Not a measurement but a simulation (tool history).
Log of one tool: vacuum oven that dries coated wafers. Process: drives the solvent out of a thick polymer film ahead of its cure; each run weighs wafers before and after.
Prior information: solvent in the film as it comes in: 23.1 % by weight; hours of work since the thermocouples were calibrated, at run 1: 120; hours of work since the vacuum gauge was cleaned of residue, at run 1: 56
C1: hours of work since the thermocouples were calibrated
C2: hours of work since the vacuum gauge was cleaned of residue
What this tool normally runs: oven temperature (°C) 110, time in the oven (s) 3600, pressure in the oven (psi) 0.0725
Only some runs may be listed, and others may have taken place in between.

{"run": 1, "day": 0.0, "oven temperature (°C)": 110, "time in the oven (s)": 3600, "pressure in the oven (psi)": 0.0725, "C1": 120, "C2": 56, "solvent left in the film (%)": 1.46}
{"run": 2, "day": 1.804, "oven temperature (°C)": 110, "time in the oven (s)": 3600, "pressure in the oven (psi)": 0.0468, "C1": 147, "C2": 83, "solvent left in the film (%)": 1.55}
{"run": 3, "day": 3.633, "oven temperature (°C)": 110, "time in the oven (s)": 3600, "pressure in the oven (psi)": 0.0725, "C1": 174, "C2": 110, "solvent left in the film (%)": 1.62}
{"run": 4, "day": 5.85, "oven temperature (°C)": 110, "time in the oven (s)": 3600, "pressure in the oven (psi)": 0.0725, "C1": 207, "C2": 143, "solvent left in the film (%)": 1.62}
{"run": 5, "day": 7.6, "oven temperature (°C)": 110, "time in the oven (s)": 3600, "pressure in the oven (psi)": 0.0725, "C1": 233, "C2": 169, "solvent left in the film (%)": 1.6}
{"run": 6, "day": 9.875, "oven temperature (°C)": 110, "time in the oven (s)": 3600, "pressure in the oven (psi)": 0.0979, "C1": 266, "C2": 203, "solvent left in the film (%)": 1.8}
{"run": 7, "day": 12.633, "oven temperature (°C)": 110, "time in the oven (s)": 3600, "pressure in the oven (psi)": 0.0979, "C1": 307, "C2": 244, "solvent left in the film (%)": 1.81}
{"run": 8, "day": 14.317, "oven temperature (°C)": 110, "time in the oven (s)": 5160, "pressure in the oven (psi)": 0.0979, "C1": 332, "C2": 269, "solvent left in the film (%)": 0.92}
{"run": 9, "day": 16.167, "oven temperature (°C)": 110, "time in the oven (s)": 5160, "pressure in the oven (psi)": 0.0979, "C1": 360, "C2": 296, "solvent left in the film (%)": 0.86}
{"run": 10, "day": 18.2, "oven temperature (°C)": 110, "time in the oven (s)": 5160, "pressure in the oven (psi)": 0.0979, "C1": 390, "C2": 326, "solvent left in the film (%)": 1}
{"run": 11, "day": 20.696, "oven temperature (°C)": 110, "time in the oven (s)": 1920, "pressure in the oven (psi)": 0.0725, "C1": 427, "C2": 363, "solvent left in the film (%)": 5.09}
{"run": 12, "day": 22.788, "oven temperature (°C)": 110, "time in the oven (s)": 2160, "pressure in the oven (psi)": 0.0725, "C1": 458, "C2": 394, "solvent left in the film (%)": 4.21}
{"run": 13, "day": 24.604, "oven temperature (°C)": 110, "time in the oven (s)": 2160, "pressure in the oven (psi)": 0.0725, "C1": 485, "C2": 421, "solvent left in the film (%)": 4.28}
{"run": 14, "day": 26.2, "oven temperature (°C)": 110, "time in the oven (s)": 2160, "pressure in the oven (psi)": 0.0725, "C1": 509, "C2": 445, "solvent left in the film (%)": 4.26}
{"run": 15, "day": 28.612, "oven temperature (°C)": 110, "time in the oven (s)": 3600, "pressure in the oven (psi)": 0.0534, "C1": 545, "C2": 481, "solvent left in the film (%)": 1.68}
{"run": 16, "day": 30.704, "oven temperature (°C)": 111, "time in the oven (s)": 3600, "pressure in the oven (psi)": 0.0725, "C1": 576, "C2": 512, "solvent left in the film (%)": 1.62}
{"run": 17, "day": 32.142, "oven temperature (°C)": 111, "time in the oven (s)": 3600, "pressure in the oven (psi)": 0.0725, "C1": 597, "C2": 533, "solvent left in the film (%)": 1.75}
{"run": 18, "day": 33.35, "oven temperature (°C)": 111, "time in the oven (s)": 3600, "pressure in the oven (psi)": 0.0725, "C1": 615, "C2": 551, "solvent left in the film (%)": 1.67}
{"run": 19, "day": 34.842, "oven temperature (°C)": 111, "time in the oven (s)": 3600, "pressure in the oven (psi)": 0.2248, "C1": 637, "C2": 573, "solvent left in the film (%)": 2.21}
{"run": 20, "day": 37.071, "oven temperature (°C)": 100, "time in the oven (s)": 3600, "pressure in the oven (psi)": 0.0725, "C1": 670, "C2": 606, "solvent left in the film (%)": 5.31}
{"run": 21, "day": 38.888, "oven temperature (°C)": 100, "time in the oven (s)": 3600, "pressure in the oven (psi)": 0.0725, "C1": 697, "C2": 633, "solvent left in the film (%)": 5.39}
{"run": 22, "day": 40.821, "oven temperature (°C)": 100, "time in the oven (s)": 3600, "pressure in the oven (psi)": 0.0725, "C1": 726, "C2": 662, "solvent left in the film (%)": 5.31}
{"run": 23, "day": 41.967, "oven temperature (°C)": 100, "time in the oven (s)": 3600, "pressure in the oven (psi)": 0.0725, "C1": 743, "C2": 679, "solvent left in the film (%)": 5.22}
{"run": 24, "day": 44.196, "oven temperature (°C)": 110, "time in the oven (s)": 3600, "pressure in the oven (psi)": 0.0725, "C1": 776, "C2": 712, "solvent left in the film (%)": 1.84}
{"run": 25, "day": 46.033, "oven temperature (°C)": 110, "time in the oven (s)": 3600, "pressure in the oven (psi)": 0.1314, "C1": 803, "C2": 740, "solvent left in the film (%)": 2.2}
{"run": 26, "day": 48.7, "oven temperature (°C)": 112, "time in the oven (s)": 3660, "pressure in the oven (psi)": 0.1314, "C1": 843, "C2": 779, "solvent left in the film (%)": 1.64}
{"run": 27, "day": 50.475, "oven temperature (°C)": 112, "time in the oven (s)": 4080, "pressure in the oven (psi)": 0.1314, "C1": 869, "C2": 805, "solvent left in the film (%)": 1.45}
{"run": 28, "day": 51.662, "oven temperature (°C)": 112, "time in the oven (s)": 4080, "pressure in the oven (psi)": 0.1314, "C1": 887, "C2": 823, "solvent left in the film (%)": 1.41}
{"run": 29, "day": 53.725, "oven temperature (°C)": 112, "time in the oven (s)": 4080, "pressure in the oven (psi)": 0.2667, "C1": 917, "C2": 854, "solvent left in the film (%)": 1.88}
{"run": 30, "day": 55.875, "oven temperature (°C)": 112, "time in the oven (s)": 4080, "pressure in the oven (psi)": 0.2667, "C1": 949, "C2": 886, "solvent left in the film (%)": 1.9}
{"run": 31, "day": 57.138, "oven temperature (°C)": 95, "time in the oven (s)": 2700, "pressure in the oven (psi)": 0.2222, "C1": 968, "C2": 904, "solvent left in the film (%)": 10.35}
{"run": 32, "day": 59.492, "oven temperature (°C)": 120, "time in the oven (s)": 5460, "pressure in the oven (psi)": 0.2003, "C1": 1003, "C2": 939, "solvent left in the film (%)": 0.75}
{"run": 33, "day": 61.358, "oven temperature (°C)": 110, "time in the oven (s)": 3540, "pressure in the oven (psi)": 0.0725, "C1": 1031, "C2": 967, "solvent left in the film (%)": 2.16}
{"run": 34, "day": 63.288, "oven temperature (°C)": 110, "time in the oven (s)": 3540, "pressure in the oven (psi)": 0.0725, "C1": 1059, "C2": 996, "solvent left in the film (%)": 2.23}
{"run": 35, "day": 64.5, "oven temperature (°C)": 110, "time in the oven (s)": 3540, "pressure in the oven (psi)": 0.0725, "C1": 1077, "C2": 1014, "solvent left in the film (%)": 2.1}
{"run": 36, "day": 66.692, "oven temperature (°C)": 112, "time in the oven (s)": 2100, "pressure in the oven (psi)": 0.1548, "C1": 1110, "C2": 1046, "solvent left in the film (%)": 4.31}
{"run": 37, "day": 69.208, "oven temperature (°C)": 110, "time in the oven (s)": 3600, "pressure in the oven (psi)": 0.2622, "C1": 1147, "C2": 1084, "solvent left in the film (%)": 2.7}
{"run": 38, "day": 70.408, "oven temperature (°C)": 110, "time in the oven (s)": 1980, "pressure in the oven (psi)": 0.0954, "C1": 1165, "C2": 1101, "solvent left in the film (%)": 5.21}
{"run": 39, "day": 72.112, "oven temperature (°C)": 110, "time in the oven (s)": 3600, "pressure in the oven (psi)": 0.1372, "C1": 1190, "C2": 1127, "solvent left in the film (%)": 2.48}
{"run": 40, "day": 74.579, "oven temperature (°C)": 110, "time in the oven (s)": 3600, "pressure in the oven (psi)": 0.1372, "C1": 1227, "C2": 1163, "solvent left in the film (%)": 2.46}
{"run": 41, "day": 76.854, "oven temperature (°C)": 115, "time in the oven (s)": 6120, "pressure in the oven (psi)": 0.0917, "C1": 1261, "C2": 1197, "solvent left in the film (%)": 0.67}
{"run": 42, "day": 78.133, "oven temperature (°C)": 112, "time in the oven (s)": 6120, "pressure in the oven (psi)": 0.0917, "C1": 1280, "C2": 1216, "solvent left in the film (%)": 0.86}
{"run": 43, "day": 80.333, "oven temperature (°C)": 125, "time in the oven (s)": 2580, "pressure in the oven (psi)": 0.2525, "C1": 1312, "C2": 1249, "solvent left in the film (%)": 1.02}
{"run": 44, "day": 82.108, "oven temperature (°C)": 125, "time in the oven (s)": 2580, "pressure in the oven (psi)": 0.2525, "C1": 1339, "C2": 1275, "solvent left in the film (%)": 1.04}
{"run": 45, "day": 83.983, "oven temperature (°C)": 97, "time in the oven (s)": 2220, "pressure in the oven (psi)": 0.0429, "C1": 1367, "C2": 1303, "solvent left in the film (%)": 10.16}
{"run": 46, "day": 85.808, "oven temperature (°C)": 99, "time in the oven (s)": 2220, "pressure in the oven (psi)": 0.2219, "C1": 1394, "C2": 1330, "solvent left in the film (%)": 10.05}
{"run": 47, "day": 88.254, "oven temperature (°C)": 97, "time in the oven (s)": 2220, "pressure in the oven (psi)": 0.125, "C1": 1430, "C2": 1366, "solvent left in the film (%)": 10.53}
{"run": 48, "day": 91.067, "oven temperature (°C)": 106, "time in the oven (s)": 4080, "pressure in the oven (psi)": 0.0725, "C1": 1472, "C2": 1408, "solvent left in the film (%)": 2.98}

3 options for the next run, each taken on its own from the tool as it stands now. Forecast them:
{"run": "A", "day": 92.808, "oven temperature (°C)": 106, "time in the oven (s)": 4080, "pressure in the oven (psi)": 0.0931, "C1": 1498, "C2": 1434, "solvent left in the film (%)": "?"}
{"run": "B", "day": 92.808, "oven temperature (°C)": 117, "time in the oven (s)": 5760, "pressure in the oven (psi)": 0.0519, "C1": 1498, "C2": 1434, "solvent left in the film (%)": "?"}
{"run": "C", "day": 92.808, "oven temperature (°C)": 106, "time in the oven (s)": 4080, "pressure in the oven (psi)": 0.0714, "C1": 1498, "C2": 1434, "solvent left in the film (%)": "?"}

run=A solvent_left_in_the_film_(%)=2.94
run=B solvent_left_in_the_film_(%)=0.43
run=C solvent_left_in_the_film_(%)=2.86
With the hidden condition removed and each run's random variation left untouched, the same runs would have given:
run=A solvent_left_in_the_film_(%)=2.02
run=B solvent_left_in_the_film_(%)=0.11
run=C solvent_left_in_the_film_(%)=1.94
